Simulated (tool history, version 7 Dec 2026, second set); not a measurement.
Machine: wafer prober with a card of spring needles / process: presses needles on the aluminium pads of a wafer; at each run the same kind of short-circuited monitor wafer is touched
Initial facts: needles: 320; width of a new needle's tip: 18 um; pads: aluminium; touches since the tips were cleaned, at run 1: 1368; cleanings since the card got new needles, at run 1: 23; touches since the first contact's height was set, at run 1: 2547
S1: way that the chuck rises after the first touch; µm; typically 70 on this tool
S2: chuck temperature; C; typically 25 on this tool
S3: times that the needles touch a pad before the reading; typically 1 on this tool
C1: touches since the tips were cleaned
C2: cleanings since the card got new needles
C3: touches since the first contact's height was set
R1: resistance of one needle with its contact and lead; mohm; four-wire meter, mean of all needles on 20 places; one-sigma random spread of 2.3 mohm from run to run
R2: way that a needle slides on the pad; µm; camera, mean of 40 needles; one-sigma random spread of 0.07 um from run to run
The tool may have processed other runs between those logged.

Run 1, hour 0: usual settings; C1 1368; C2 23; C3 2547. Result: R1 293 mohm, R2 17.84 µm.
At hour 6.4: tips cleaned on abrasive film.
Run 2, hour 8.9: usual settings but S1 54 µm; C1 1531; C2 24; C3 7974. Result: R1 330 mohm, R2 13.8 µm.
At hour 15.1: tips cleaned on abrasive film.
Run 3, hour 15.4: usual settings but S1 54 µm; C1 207; C2 25; C3 11877. Result: R1 281 mohm, R2 13.8 µm.
At hour 23.1: tips cleaned on abrasive film.
Run 4, hour 26.6: usual settings but S1 54 µm; C1 2144; C2 26; C3 18677. Result: R1 335 mohm, R2 13.7 µm.
At hour 31: tips cleaned on abrasive film.
Run 5, hour 38.1: usual settings; C1 4346; C2 27; C3 25681. Result: R1 326 mohm, R2 17.95 µm.
At hour 39: tips cleaned on abrasive film.
Run 6, hour 44: usual settings; C1 3049; C2 28; C3 29211. Result: R1 321 mohm, R2 17.99 µm.
At hour 47.5: tips cleaned on abrasive film.
At hour 55.7: tips cleaned on abrasive film.
Run 7, hour 55.7: usual settings; C1 0; C2 30; C3 36318. Result: R1 270 mohm, R2 17.8 µm.
Run 8, hour 61.6: usual settings but S1 58 µm; C1 3579; C2 30; C3 39897. Result: R1 356 mohm, R2 14.84 µm.
At hour 63.7: tips cleaned on abrasive film.
At hour 71.8: tips cleaned on abrasive film.
Run 9, hour 72.8: usual settings but S1 58 µm; C1 596; C2 32; C3 46671. Result: R1 292 mohm, R2 14.56 µm.
Run 10, hour 79.3: usual settings but S1 58 µm; C1 4600; C2 32; C3 50675. Result: R1 370 mohm, R2 14.73 µm.
At hour 80.4: tips cleaned on abrasive film.
Run 11, hour 88: usual settings but S1 58 µm; C1 4667; C2 33; C3 55920. Result: R1 373 mohm, R2 14.66 µm.
At hour 89.3: tips cleaned on abrasive film.
At hour 97.1: tips cleaned on abrasive film.
Run 12, hour 100.1: usual settings but S1 58 µm; C1 1852; C2 35; C3 63238. Result: R1 331 mohm, R2 14.57 µm.
At hour 105.6: tips cleaned on abrasive film.
Run 13, hour 108.7: usual settings but S1 58 µm; C1 1866; C2 36; C3 68446. Result: R1 327 mohm, R2 14.7 µm.
At hour 113.9: tips cleaned on abrasive film.
Run 14, hour 119.5: usual settings but S2 105 C; C1 3441; C2 37; C3 75027. Result: R1 340 mohm, R2 17.75 µm.
At hour 121.8: tips cleaned on abrasive film.
At hour 130.5: tips cleaned on abrasive film.
Run 15, hour 132.2: usual settings; C1 1062; C2 39; C3 82716. Result: R1 287 mohm, R2 17.63 µm.
At hour 138.6: tips cleaned on abrasive film.
Run 16, hour 138.6: usual settings; C1 0; C2 40; C3 86537. Result: R1 261 mohm, R2 17.57 µm.
At hour 146.8: tips cleaned on abrasive film.
Run 17, hour 152.2: usual settings; C1 3313; C2 41; C3 94860. Result: R1 326 mohm, R2 17.49 µm.
At hour 155: tips cleaned on abrasive film.
At hour 162.8: tips cleaned on abrasive film.
Run 18, hour 165.3: usual settings but S2 63 C, S3 2; C1 1568; C2 43; C3 102780. Result: R1 297 mohm, R2 17.53 µm.
At hour 170.7: tips cleaned on abrasive film.
At hour 178.5: tips cleaned on abrasive film.
Run 19, hour 179.4: usual settings but S1 52 µm, S2 47 C, S3 2; C1 558; C2 45; C3 111281. Result: R1 296 mohm, R2 12.86 µm.
At hour 186.5: tips cleaned on abrasive film.
Run 20, hour 187.8: usual settings but S1 67 µm, S3 3; C1 755; C2 46; C3 116368. Result: R1 275 mohm, R2 16.79 µm.
At hour 190.9: height of the first contact set anew.
At hour 195.1: tips cleaned on abrasive film.
Run 21, hour 199.7: usual settings but S1 73 µm, S2 55 C, S3 3; C1 2857; C2 47; C3 5367. Result: R1 285 mohm, R2 18.79 µm.
At hour 202.9: tips cleaned on abrasive film.
Run 22, hour 205.7: usual settings but S1 73 µm, S2 33 C; C1 1716; C2 48; C3 8994. Result: R1 301 mohm, R2 18.65 µm.
At hour 211.3: tips cleaned on abrasive film.
Run 23, hour 212.4: usual settings but S1 63 µm, S2 84 C, S3 3; C1 661; C2 49; C3 13030. Result: R1 288 mohm, R2 16.07 µm.
At hour 219.1: tips cleaned on abrasive film.
Run 24, hour 220.3: usual settings but S1 63 µm, S2 84 C, S3 3; C1 754; C2 50; C3 17844. Result: R1 295 mohm, R2 16.04 µm.
At hour 227.4: tips cleaned on abrasive film.
Run 25, hour 234.2: usual settings but S3 2; C1 4145; C2 51; C3 26284. Result: R1 300 mohm, R2 17.8 µm.
At hour 236: tips cleaned on abrasive film.
At hour 244.4: tips cleaned on abrasive film.
Run 26, hour 248.1: usual settings but S1 63 µm, S2 99 C; C1 2262; C2 53; C3 34703. Result: R1 336 mohm, R2 16.16 µm.
At hour 252.8: tips cleaned on abrasive film.
Run 27, hour 255.3: usual settings but S1 72 µm, S2 116 C, S3 2; C1 1547; C2 54; C3 39053. Result: R1 301 mohm, R2 18.28 µm.
At hour 260.6: tips cleaned on abrasive film.
Run 28, hour 264.8: usual settings but S3 2; C1 2573; C2 55; C3 44842. Result: R1 293 mohm, R2 17.82 µm.
At hour 268.4: tips cleaned on abrasive film.
Run 29, hour 271.5: usual settings but S1 59 µm, S3 2; C1 1885; C2 56; C3 48873. Result: R1 304 mohm, R2 15.03 µm.
At hour 276.5: tips cleaned on abrasive film.
Run 30, hour 281.5: usual settings but S1 53 µm, S3 2; C1 3080; C2 57; C3 54966. Result: R1 330 mohm, R2 13.46 µm.
At hour 284.3: tips cleaned on abrasive film.
Run 31, hour 291.8: usual settings but S1 61 µm, S2 82 C; C1 4571; C2 58; C3 61176. Result: R1 369 mohm, R2 15.48 µm.
At hour 292.7: tips cleaned on abrasive film.
At hour 300.9: tips cleaned on abrasive film.
Run 32, hour 304: usual settings but S1 61 µm, S2 115 C, S3 2; C1 1868; C2 60; C3 68535. Result: R1 318 mohm, R2 15.37 µm.
At hour 309.1: tips cleaned on abrasive film.
Run 33, hour 310.3: usual settings but S1 61 µm, S2 115 C, S3 2; C1 766; C2 61; C3 72393. Result: R1 307 mohm, R2 15.35 µm.

Consider 3 possible next runs. They are alternatives, not a sequence: every one starts from the tool as it was left by run 33. What does each give?
At hour 317: tips cleaned on abrasive film.
Run A, hour 320.4: usual settings but S1 51 µm, S2 62 C, S3 2; C1 2091; C2 62; C3 78481. Result: R1 ?, R2 ?.
At hour 317: tips cleaned on abrasive film.
Run B, hour 320.4: usual settings but S1 62 µm, S2 115 C, S3 2; C1 2091; C2 62; C3 78481. Result: R1 ?, R2 ?.
At hour 317: tips cleaned on abrasive film.
Run C, hour 320.4: usual settings but S1 50 µm, S2 61 C, S3 3; C1 2091; C2 62; C3 78481. Result: R1 ?, R2 ?.

run   R1     R2
  A  324  12.71
  B  320  15.52
  C  308  12.51
With the hidden condition removed and each run's random variation left untouched, the same runs would have given:
run   R1     R2
  A  272  13.09
  B  286  15.89
  C  274  12.88
